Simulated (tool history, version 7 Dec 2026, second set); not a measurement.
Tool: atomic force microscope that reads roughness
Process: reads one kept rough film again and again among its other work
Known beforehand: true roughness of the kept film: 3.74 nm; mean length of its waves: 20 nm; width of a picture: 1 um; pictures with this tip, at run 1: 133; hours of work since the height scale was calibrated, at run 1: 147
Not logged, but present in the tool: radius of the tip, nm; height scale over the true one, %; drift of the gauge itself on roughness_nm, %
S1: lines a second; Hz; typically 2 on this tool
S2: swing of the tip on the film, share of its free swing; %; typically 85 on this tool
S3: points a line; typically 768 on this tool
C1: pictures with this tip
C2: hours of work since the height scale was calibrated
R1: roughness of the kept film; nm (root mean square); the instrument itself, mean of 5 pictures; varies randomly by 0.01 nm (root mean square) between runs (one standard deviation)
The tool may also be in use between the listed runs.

run	hour	S1	S2	S3	C1	C2	R1
1	0	2	85	768	133	147	1.774
2	5.5	2	85	768	140	150	1.74
# hour 6.8: new tip fitted
3	15.1	2	85	768	10	154	2.35
4	23	2	85	768	20	157	2.265
5	28.9	2	85	768	27	160	2.228
6	38	2	85	768	39	164	2.134
7	43.2	2	85	768	45	166	2.126
8	50.5	2	85	768	55	170	2.076
9	57.5	2	58	768	63	173	2.217
10	62.6	2	58	768	70	175	2.186
11	70.6	1.13	85	768	80	178	2.048
12	75.5	2	85	768	86	181	1.908
13	84.4	2	85	768	97	185	1.882
14	92	2	85	768	107	188	1.835
15	97.9	2	85	768	114	191	1.793
16	105.9	2	85	768	124	194	1.752
17	113.7	2	85	768	134	198	1.729
# hour 119.9: new tip fitted
18	122.4	2	85	768	3	201	2.382
19	128.8	2	85	768	11	204	2.321
20	134.6	2	85	768	19	207	2.276
21	141.3	2	85	768	27	210	2.217
22	145.8	2	85	768	33	212	2.199
23	150.5	2	85	768	39	214	2.171
24	154.3	2	85	983	43	216	2.154
25	159.3	2	85	768	50	218	2.104
26	164.7	2	85	768	56	220	2.074
27	172.2	2	85	768	66	224	2.016
28	178.1	1.79	83	768	73	226	2.024
29	183.6	0.74	86	704	80	229	2.093
30	190.7	0.74	86	704	89	232	2.05
31	194.8	0.74	86	704	94	234	2.031
32	201.2	2.09	83	704	102	237	1.863
33	208.5	2.09	83	704	111	240	1.833
34	217.6	2.09	83	704	123	244	1.771
35	224	3.48	59	704	131	247	1.889
36	229.1	3.22	71	956	137	249	1.781
# hour 232.2: new tip fitted
37	238	0.84	89	679	7	253	2.466
38	246	2.44	89	679	17	257	2.146
39	252.9	2.44	89	679	26	260	2.1
40	257.2	2.44	89	679	31	262	2.075
41	264.2	0.66	75	768	40	265	2.344
42	268.7	2.46	85	724	45	267	2.052
43	277	2.38	85	602	56	270	1.988
44	282.2	1.02	57	768	62	273	2.247
45	286.8	1.02	57	768	68	275	2.194
46	292.2	0.9	85	695	75	277	2.094
47	299.8	0.64	74	602	84	281	2.105
48	307.3	2	66	692	94	284	2.017
49	312.7	2	66	692	101	286	1.97
50	320.5	0.69	85	382	110	290	1.947
51	329.6	3.15	59	636	122	294	1.906
52	337	2.45	89	334	131	297	1.617

What if the next run were any one of these 3? Each begins from the tool's condition after run 52:
# hour 345.3: new tip fitted
A	346.6	1.37	56	313	2	301	?
# hour 345.3: new tip fitted
B	346.6	1.16	90	388	2	301	?
# hour 345.3: new tip fitted
C	346.6	2.58	60	311	2	301	?

run	R1
A	2.601
B	2.467
C	2.545
With no hidden state in the tool, these same runs would have given:
run	R1
A	2.612
B	2.477
C	2.556
